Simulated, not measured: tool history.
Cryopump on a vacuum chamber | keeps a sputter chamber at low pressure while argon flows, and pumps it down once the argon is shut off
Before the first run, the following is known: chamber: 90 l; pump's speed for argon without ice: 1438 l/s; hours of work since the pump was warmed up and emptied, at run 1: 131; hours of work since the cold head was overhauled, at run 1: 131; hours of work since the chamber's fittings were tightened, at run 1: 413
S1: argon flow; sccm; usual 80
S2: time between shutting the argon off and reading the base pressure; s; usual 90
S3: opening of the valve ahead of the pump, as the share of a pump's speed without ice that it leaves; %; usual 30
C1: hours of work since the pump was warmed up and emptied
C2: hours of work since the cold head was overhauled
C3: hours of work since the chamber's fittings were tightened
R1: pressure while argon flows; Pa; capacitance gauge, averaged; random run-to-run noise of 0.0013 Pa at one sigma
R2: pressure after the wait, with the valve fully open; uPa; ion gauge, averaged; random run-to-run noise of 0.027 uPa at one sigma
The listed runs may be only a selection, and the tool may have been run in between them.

run 1 hour=0.0 | S1=80 S2=90 S3=30 | C1=131 C2=131 C3=413 | R1=0.3232 R2=1.43
run 2 hour=16.7 | S1=80 S2=90 S3=30 | C1=139 C2=139 C3=420 | R1=0.3203 R2=1.42
run 3 hour=30.4 | S1=80 S2=90 S3=30 | C1=144 C2=144 C3=426 | R1=0.3233 R2=1.36
run 4 hour=38.7 | S1=80 S2=90 S3=30 | C1=148 C2=148 C3=430 | R1=0.3221 R2=1.43
run 5 hour=52.0 | S1=80 S2=90 S3=30 | C1=154 C2=154 C3=436 | R1=0.3209 R2=1.41
run 6 hour=68.6 | S1=80 S2=90 S3=30 | C1=161 C2=161 C3=443 | R1=0.3270 R2=1.44
run 7 hour=76.3 | S1=80 S2=90 S3=30 | C1=164 C2=164 C3=446 | R1=0.3253 R2=1.42
run 8 hour=89.2 | S1=80 S2=90 S3=30 | C1=170 C2=170 C3=452 | R1=0.3232 R2=1.46
run 9 hour=104.5 | S1=69 S2=90 S3=30 | C1=177 C2=177 C3=458 | R1=0.2772 R2=1.42
run 10 hour=116.7 | S1=36 S2=43 S3=27 | C1=182 C2=182 C3=464 | R1=0.1602 R2=2.56
run 11 hour=134.9 | S1=80 S2=131 S3=57 | C1=190 C2=190 C3=472 | R1=0.1773 R2=1.13
run 12 hour=142.8 | S1=42 S2=85 S3=30 | C1=193 C2=193 C3=475 | R1=0.1699 R2=1.47
run 13 hour=160.6 | S1=81 S2=90 S3=18 | C1=201 C2=201 C3=483 | R1=0.5418 R2=1.51
run 14 hour=173.0 | S1=80 S2=30 S3=30 | C1=206 C2=206 C3=488 | R1=0.3280 R2=3.61
run 15 hour=182.6 | S1=106 S2=260 S3=24 | C1=210 C2=210 C3=492 | R1=0.5334 R2=0.80
run 16 hour=200.7 | S1=80 S2=90 S3=17 | C1=218 C2=218 C3=500 | R1=0.5655 R2=1.42
run 17 hour=211.6 | S1=80 S2=91 S3=18 | C1=223 C2=223 C3=505 | R1=0.5376 R2=1.41

Consider 4 possible next runs. They are alternatives, not a sequence: every one starts from the tool as it was left by run 17. What does each give?
run A hour=229.6 | S1=78 S2=90 S3=30 | C1=231 C2=231 C3=513 | R1=? R2=?
run B hour=229.6 | S1=42 S2=132 S3=18 | C1=231 C2=231 C3=513 | R1=? R2=?
run C hour=229.6 | S1=80 S2=90 S3=48 | C1=231 C2=231 C3=513 | R1=? R2=?
run D hour=229.6 | S1=73 S2=91 S3=48 | C1=231 C2=231 C3=513 | R1=? R2=?

run=A R1=0.3231 R2=1.52
run=B R1=0.2821 R2=1.14
run=C R1=0.2108 R2=1.41
run=D R1=0.1946 R2=1.47
Take away the tool's hidden state, keep each run's random variation, and the runs would have read:
run=A R1=0.3074 R2=1.29
run=B R1=0.2737 R2=0.92
run=C R1=0.1948 R2=1.20
run=D R1=0.1799 R2=1.25
